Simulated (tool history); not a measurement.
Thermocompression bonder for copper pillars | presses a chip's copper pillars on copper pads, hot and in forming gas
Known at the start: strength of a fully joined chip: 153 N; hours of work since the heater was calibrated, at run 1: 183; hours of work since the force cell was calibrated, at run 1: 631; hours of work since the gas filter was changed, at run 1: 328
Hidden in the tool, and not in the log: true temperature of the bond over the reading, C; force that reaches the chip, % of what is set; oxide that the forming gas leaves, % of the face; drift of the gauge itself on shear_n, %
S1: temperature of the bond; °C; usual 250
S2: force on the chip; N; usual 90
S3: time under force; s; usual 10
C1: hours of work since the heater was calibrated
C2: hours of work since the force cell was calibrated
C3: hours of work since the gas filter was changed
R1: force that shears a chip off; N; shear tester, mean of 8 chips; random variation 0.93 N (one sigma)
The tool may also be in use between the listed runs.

| run | hour | S1 | S2 | S3 | C1 | C2 | C3 | R1 |
|---|---|---|---|---|---|---|---|---|
| 1 | 0 | 250 | 90 | 10 | 183 | 631 | 328 | 78.3 |
| 2 | 9.6 | 250 | 90 | 10 | 188 | 636 | 333 | 77.8 |
| 3 | 22.5 | 225 | 90 | 10 | 194 | 643 | 339 | 57.7 |
| 4 | 34.7 | 250 | 62 | 10 | 200 | 649 | 345 | 60.1 |
| 5 | 51 | 250 | 62 | 10 | 209 | 657 | 353 | 58.9 |
| 6 | 62.9 | 250 | 62 | 10 | 215 | 663 | 359 | 59.4 |
| 7 | 76.3 | 250 | 62 | 10 | 222 | 670 | 366 | 59.7 |
| 8 | 89.2 | 250 | 62 | 10 | 228 | 676 | 373 | 61 |
| 9 | 106.6 | 250 | 117 | 10 | 237 | 685 | 382 | 89.1 |
|  | 107.8 | forming gas filter changed |
| 10 | 118.9 | 250 | 90 | 10 | 243 | 691 | 6 | 77.3 |
| 11 | 134.3 | 250 | 90 | 10 | 251 | 699 | 13 | 76.4 |
| 12 | 144.9 | 250 | 90 | 10 | 256 | 704 | 19 | 77.2 |
| 13 | 152.5 | 250 | 124 | 5 | 260 | 708 | 23 | 74.7 |
| 14 | 162.2 | 228 | 94 | 11 | 265 | 713 | 27 | 64.8 |
| 15 | 173.4 | 228 | 133 | 9 | 270 | 719 | 33 | 74.8 |
| 16 | 181.7 | 256 | 100 | 6 | 274 | 723 | 37 | 74.7 |
| 17 | 198.5 | 250 | 125 | 13 | 283 | 731 | 46 | 102.6 |

The next listed run, before its measurement:
| 18 | 208.8 | 247 | 60 | 23 | 288 | 736 | 51 | ? |

Run 18 gave R1 77.2 N.
Without the tool's hidden state the same run would have given R1 77.2 N.
